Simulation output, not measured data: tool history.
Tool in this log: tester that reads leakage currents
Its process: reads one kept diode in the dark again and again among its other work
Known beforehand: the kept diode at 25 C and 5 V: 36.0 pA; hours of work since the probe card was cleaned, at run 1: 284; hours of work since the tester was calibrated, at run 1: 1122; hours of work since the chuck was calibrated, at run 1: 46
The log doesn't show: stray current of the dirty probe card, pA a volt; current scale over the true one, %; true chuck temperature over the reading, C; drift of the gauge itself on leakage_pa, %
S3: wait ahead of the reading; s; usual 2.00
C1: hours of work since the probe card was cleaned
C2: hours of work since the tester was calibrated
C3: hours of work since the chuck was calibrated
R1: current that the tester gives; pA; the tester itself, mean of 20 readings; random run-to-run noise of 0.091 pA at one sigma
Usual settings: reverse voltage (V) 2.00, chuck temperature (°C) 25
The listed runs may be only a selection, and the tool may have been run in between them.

run 1 hour=0.0 | reverse_voltage_(V)=2.00 chuck_temperature_(°C)=25 S3=2.00 | C1=284 C2=1122 C3=46 | R1=25.33
run 2 hour=24.9 | reverse_voltage_(V)=2.00 chuck_temperature_(°C)=25 S3=2.00 | C1=300 C2=1138 C3=63 | R1=25.43
run 3 hour=51.0 | reverse_voltage_(V)=2.00 chuck_temperature_(°C)=25 S3=2.00 | C1=318 C2=1156 C3=80 | R1=25.26
run 4 hour=93.6 | reverse_voltage_(V)=2.00 chuck_temperature_(°C)=25 S3=2.00 | C1=346 C2=1184 C3=109 | R1=25.41
run 5 hour=149.1 | reverse_voltage_(V)=2.00 chuck_temperature_(°C)=25 S3=3.86 | C1=383 C2=1221 C3=145 | R1=25.24
run 6 hour=191.8 | reverse_voltage_(V)=2.00 chuck_temperature_(°C)=25 S3=3.86 | C1=411 C2=1249 C3=174 | R1=25.16
run 7 hour=218.9 | reverse_voltage_(V)=2.00 chuck_temperature_(°C)=25 S3=2.00 | C1=429 C2=1267 C3=192 | R1=25.13
run 8 hour=271.3 | reverse_voltage_(V)=2.00 chuck_temperature_(°C)=25 S3=2.00 | C1=464 C2=1302 C3=227 | R1=25.31
run 9 hour=295.7 | reverse_voltage_(V)=2.00 chuck_temperature_(°C)=25 S3=2.00 | C1=480 C2=1319 C3=243 | R1=25.29
run 10 hour=335.1 | reverse_voltage_(V)=2.00 chuck_temperature_(°C)=54 S3=2.00 | C1=507 C2=1345 C3=269 | R1=229.86
run 11 hour=364.3 | reverse_voltage_(V)=2.00 chuck_temperature_(°C)=33 S3=2.00 | C1=526 C2=1364 C3=289 | R1=48.41
run 12 hour=407.0 | reverse_voltage_(V)=2.00 chuck_temperature_(°C)=25 S3=2.00 | C1=554 C2=1393 C3=317 | R1=25.25
run 13 hour=459.2 | reverse_voltage_(V)=2.00 chuck_temperature_(°C)=25 S3=2.00 | C1=589 C2=1427 C3=352 | R1=25.22
run 14 hour=487.1 | reverse_voltage_(V)=2.00 chuck_temperature_(°C)=25 S3=2.00 | C1=608 C2=1446 C3=370 | R1=25.40
run 15 hour=519.3 | reverse_voltage_(V)=2.00 chuck_temperature_(°C)=25 S3=2.00 | C1=629 C2=1467 C3=392 | R1=25.42
run 16 hour=562.4 | reverse_voltage_(V)=2.00 chuck_temperature_(°C)=25 S3=2.00 | C1=658 C2=1496 C3=420 | R1=25.29
run 17 hour=621.7 | reverse_voltage_(V)=2.00 chuck_temperature_(°C)=25 S3=9.95 | C1=697 C2=1535 C3=460 | R1=25.12
run 18 hour=681.4 | reverse_voltage_(V)=2.00 chuck_temperature_(°C)=25 S3=9.95 | C1=737 C2=1575 C3=500 | R1=25.24
run 19 hour=709.6 | reverse_voltage_(V)=2.00 chuck_temperature_(°C)=25 S3=9.95 | C1=756 C2=1594 C3=518 | R1=25.23
run 20 hour=753.5 | reverse_voltage_(V)=2.00 chuck_temperature_(°C)=25 S3=9.95 | C1=785 C2=1623 C3=548 | R1=25.15
run 21 hour=784.5 | reverse_voltage_(V)=9.12 chuck_temperature_(°C)=24 S3=9.95 | C1=806 C2=1644 C3=568 | R1=42.58
-- hour=821.1 chuck's temperature calibrated
run 22 hour=823.6 | reverse_voltage_(V)=1.31 chuck_temperature_(°C)=54 S3=0.35 | C1=830 C2=1669 C3=2 | R1=196.41
run 23 hour=863.2 | reverse_voltage_(V)=19.97 chuck_temperature_(°C)=21 S3=0.35 | C1=857 C2=1695 C3=28 | R1=58.00
run 24 hour=888.0 | reverse_voltage_(V)=11.04 chuck_temperature_(°C)=29 S3=2.02 | C1=873 C2=1711 C3=45 | R1=69.97
run 25 hour=931.9 | reverse_voltage_(V)=2.31 chuck_temperature_(°C)=51 S3=0.88 | C1=902 C2=1741 C3=74 | R1=197.94
run 26 hour=959.4 | reverse_voltage_(V)=2.00 chuck_temperature_(°C)=36 S3=2.00 | C1=921 C2=1759 C3=92 | R1=61.32
run 27 hour=987.3 | reverse_voltage_(V)=2.00 chuck_temperature_(°C)=36 S3=2.00 | C1=939 C2=1777 C3=111 | R1=61.35
run 28 hour=1012.6 | reverse_voltage_(V)=2.00 chuck_temperature_(°C)=22 S3=4.38 | C1=956 C2=1794 C3=127 | R1=19.66
run 29 hour=1072.1 | reverse_voltage_(V)=4.51 chuck_temperature_(°C)=35 S3=2.14 | C1=996 C2=1834 C3=167 | R1=78.28
run 30 hour=1098.8 | reverse_voltage_(V)=4.51 chuck_temperature_(°C)=35 S3=2.14 | C1=1013 C2=1852 C3=185 | R1=78.65
run 31 hour=1149.2 | reverse_voltage_(V)=4.51 chuck_temperature_(°C)=35 S3=2.14 | C1=1047 C2=1885 C3=218 | R1=78.41
run 32 hour=1180.4 | reverse_voltage_(V)=1.14 chuck_temperature_(°C)=25 S3=7.30 | C1=1068 C2=1906 C3=239 | R1=20.13
run 33 hour=1204.8 | reverse_voltage_(V)=17.91 chuck_temperature_(°C)=27 S3=0.36 | C1=1084 C2=1922 C3=255 | R1=82.56
run 34 hour=1231.0 | reverse_voltage_(V)=2.00 chuck_temperature_(°C)=21 S3=2.73 | C1=1101 C2=1940 C3=273 | R1=18.11
run 35 hour=1260.8 | reverse_voltage_(V)=15.92 chuck_temperature_(°C)=31 S3=5.29 | C1=1121 C2=1959 C3=293 | R1=94.14

Run 36, settings as shown, results not yet in. Your forecast:
run 36 hour=1316.5 | reverse_voltage_(V)=15.92 chuck_temperature_(°C)=31 S3=5.29 | C1=1158 C2=1997 C3=330 | R1=?

For run 36 the tool returned R1 94.95 pA.
The same run, on a tool lacking any hidden state, would have yielded R1 94.86 pA.

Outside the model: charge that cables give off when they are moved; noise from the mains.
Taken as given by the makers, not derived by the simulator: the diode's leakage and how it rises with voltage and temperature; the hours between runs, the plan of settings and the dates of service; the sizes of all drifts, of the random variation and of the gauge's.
